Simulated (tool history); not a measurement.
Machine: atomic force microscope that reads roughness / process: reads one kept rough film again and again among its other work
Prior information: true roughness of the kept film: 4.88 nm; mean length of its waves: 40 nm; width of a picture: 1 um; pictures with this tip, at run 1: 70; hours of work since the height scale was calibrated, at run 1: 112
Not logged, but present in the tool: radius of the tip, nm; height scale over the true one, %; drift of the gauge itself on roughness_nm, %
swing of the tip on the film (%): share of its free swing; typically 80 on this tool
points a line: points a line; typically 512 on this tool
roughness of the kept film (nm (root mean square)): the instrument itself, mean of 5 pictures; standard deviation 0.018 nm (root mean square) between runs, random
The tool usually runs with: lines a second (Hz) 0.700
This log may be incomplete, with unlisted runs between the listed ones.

run   hour  lines a second (Hz)  swing of the tip on the film (%)  points a line  pictures with this tip  hours of work since the height scale was calibrated  roughness of the kept film (nm (root mean square))
  1    0.0                0.700                                80            512                      70                                                  112                                               4.196
  2   18.8                0.700                                80            512                      95                                                  124                                               4.110
  3   32.4                0.700                                80            512                     112                                                  132                                               4.072
  4   48.0                0.700                                80            512                     132                                                  142                                               3.958
  5   58.5                0.700                                80            512                     146                                                  148                                               3.880
  6   70.5                0.700                                80            512                     161                                                  156                                               3.842
      74.4  -- new tip fitted
  7   85.6                0.710                                80            303                      14                                                  165                                               4.385
  8   99.2                1.148                                77            643                      31                                                  173                                               4.280
  9  119.2                1.148                                77            643                      57                                                  186                                               4.151
 10  137.3                4.000                                61            303                      80                                                  197                                               3.984

Had the tool no unlogged condition, and each run kept its random variation, what would the results have been?
run  roughness of the kept film (nm (root mean square))
  1                                               4.449
  2                                               4.468
  3                                               4.498
  4                                               4.454
  5                                               4.425
  6                                               4.436
  7                                               4.448
  8                                               4.415
  9                                               4.398
 10                                               4.313

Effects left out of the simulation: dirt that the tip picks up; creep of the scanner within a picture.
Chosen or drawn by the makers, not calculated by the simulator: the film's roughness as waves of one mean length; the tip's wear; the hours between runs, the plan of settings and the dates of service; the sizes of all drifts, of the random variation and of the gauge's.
